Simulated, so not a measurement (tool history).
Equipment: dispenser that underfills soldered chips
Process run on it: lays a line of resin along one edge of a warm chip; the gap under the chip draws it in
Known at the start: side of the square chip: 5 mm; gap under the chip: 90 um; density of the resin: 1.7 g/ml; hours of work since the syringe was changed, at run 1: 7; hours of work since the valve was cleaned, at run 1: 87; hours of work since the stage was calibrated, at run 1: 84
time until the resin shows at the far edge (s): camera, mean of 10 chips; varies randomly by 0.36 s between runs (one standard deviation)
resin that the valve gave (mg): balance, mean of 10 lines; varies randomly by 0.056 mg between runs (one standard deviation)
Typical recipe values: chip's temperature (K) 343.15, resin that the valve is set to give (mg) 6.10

run   hour  chip's temperature (K)  resin that the valve is set to give (mg)  hours of work since the syringe was changed  hours of work since the valve was cleaned  hours of work since the stage was calibrated  time until the resin shows at the far edge (s)  resin that the valve gave (mg)
  1    0.0                  343.15                                      6.10                                            7                                         87                                            84                                            25.3                            5.58
       1.2  -- new syringe of resin
  2    7.9                  343.15                                      6.10                                            5                                         93                                            90                                            22.8                            5.53
      10.9  -- new syringe of resin
  3   19.6                  343.15                                      6.10                                            7                                        102                                            98                                            24.2                            5.58
      20.5  -- new syringe of resin
      30.1  -- new syringe of resin
  4   30.1                  343.15                                      6.10                                            0                                        109                                           106                                            20.9                            5.46
      39.9  -- new syringe of resin
  5   41.9                  343.15                                      6.10                                            1                                        118                                           115                                            20.8                            5.45
  6   47.1                  343.15                                      6.61                                            5                                        122                                           119                                            23.5                            5.83
      48.7  -- dispensing valve cleaned and set on the balance
      50.7  -- new syringe of resin
  7   56.4                  343.15                                      7.56                                            4                                          6                                           125                                            23.2                            7.48
      60.4  -- new syringe of resin
  8   65.7                  343.15                                      7.12                                            4                                         13                                           132                                            21.5                            6.97
      70.5  -- new syringe of resin
  9   73.8                  343.15                                      7.12                                            3                                         18                                           137                                            20.5                            6.95
      80.1  -- new syringe of resin
 10   81.4                  343.15                                      7.12                                            1                                         24                                           143                                            20.0                            6.93
 11   87.7                  343.15                                      6.10                                            6                                         29                                           148                                            23.3                            5.83
      89.8  -- new syringe of resin
 12   98.4                  343.15                                      6.10                                            7                                         37                                           156                                            23.7                            5.88
      99.4  -- new syringe of resin
 13  103.4                  343.15                                      6.10                                            3                                         40                                           159                                            21.9                            5.98
     109.5  -- new syringe of resin
 14  113.9                  343.15                                      6.84                                            3                                         48                                           167                                            21.1                            6.46
     119.6  -- new syringe of resin
 15  120.2                  343.15                                      6.84                                            0                                         53                                           172                                            19.3                            6.45
     129.9  -- new syringe of resin
 16  131.2                  343.15                                      5.74                                            1                                         61                                           180                                            20.0                            5.33
     140.4  -- new syringe of resin
 17  141.2                  355.15                                      6.10                                            1                                         68                                           187                                            11.9                            5.75
 18  148.0                  344.15                                      6.08                                            6                                         73                                           192                                            22.5                            5.62
     150.4  -- new syringe of resin
 19  156.1                  343.15                                      5.72                                            4                                         79                                           198                                            23.1                            5.30
     160.7  -- new syringe of resin
 20  167.8                  343.15                                      5.72                                            5                                         88                                           207                                            23.3                            5.37
     170.8  -- new syringe of resin
 21  178.5                  333.15                                      7.45                                            6                                         96                                           215                                            37.1                            6.73
     181.0  -- new syringe of resin
 22  187.7                  333.15                                      6.90                                            5                                        103                                           222                                            36.0                            6.29
     191.0  -- new syringe of resin
 23  199.2                  350.15                                      5.64                                            6                                        111                                           230                                            17.5                            5.07
     201.1  -- new syringe of resin
 24  206.5                  350.15                                      5.64                                            4                                        116                                           235                                            16.2                            5.12
     211.2  -- new syringe of resin
 25  214.1                  346.15                                      6.22                                            2                                        122                                           241                                            18.7                            5.52
     215.7  -- dispensing valve cleaned and set on the balance
     221.9  -- new syringe of resin
 26  225.1                  352.15                                      5.61                                            2                                          7                                           248                                            14.1                            5.58
 27  230.6                  330.15                                      7.38                                            7                                         11                                           253                                            42.3                            7.32
     231.8  -- new syringe of resin
 28  236.4                  341.15                                      6.29                                            4                                         15                                           257                                            23.6                            6.20
     241.8  -- new syringe of resin
 29  247.2                  354.15                                      6.50                                            4                                         23                                           265                                            13.1                            6.27
     251.9  -- new syringe of resin
 30  255.7                  355.15                                      5.30                                            3                                         30                                           271                                            12.2                            5.09
     261.8  -- new syringe of resin
 31  266.2                  340.15                                      7.23                                            3                                         37                                           279                                            23.8                            6.89
     271.8  -- new syringe of resin
 32  272.2                  350.15                                      7.30                                            0                                         42                                           283                                            14.0                            7.06
 33  278.7                  350.15                                      6.64                                            5                                         47                                           288                                            16.3                            6.30
     281.7  -- new syringe of resin
 34  286.5                  343.15                                      7.54                                            4                                         52                                           294                                            20.4                            7.11

What if the next run were any one of these 4? Each begins from the tool's condition after run 34:
     292.1  -- new syringe of resin
  A  298.2                  336.15                                      5.74                                            5                                         61                                           302                                               ?                               ?
     292.1  -- new syringe of resin
  B  298.2                  333.15                                      5.90                                            5                                         61                                           302                                               ?                               ?
     292.1  -- new syringe of resin
  C  298.2                  350.15                                      7.54                                            5                                         61                                           302                                               ?                               ?
     292.1  -- new syringe of resin
  D  298.2                  342.15                                      6.94                                            5                                         61                                           302                                               ?                               ?

run  time until the resin shows at the far edge (s)  resin that the valve gave (mg)
  A                                            30.8                            5.32
  B                                            36.4                            5.58
  C                                            15.5                            7.08
  D                                            22.7                            6.63
The same runs, with their run-to-run variation unchanged, on a tool lacking any hidden condition would have given:
run  time until the resin shows at the far edge (s)  resin that the valve gave (mg)
  A                                            27.3                            5.65
  B                                            32.4                            5.92
  C                                            13.8                            7.50
  D                                            20.2                            7.03
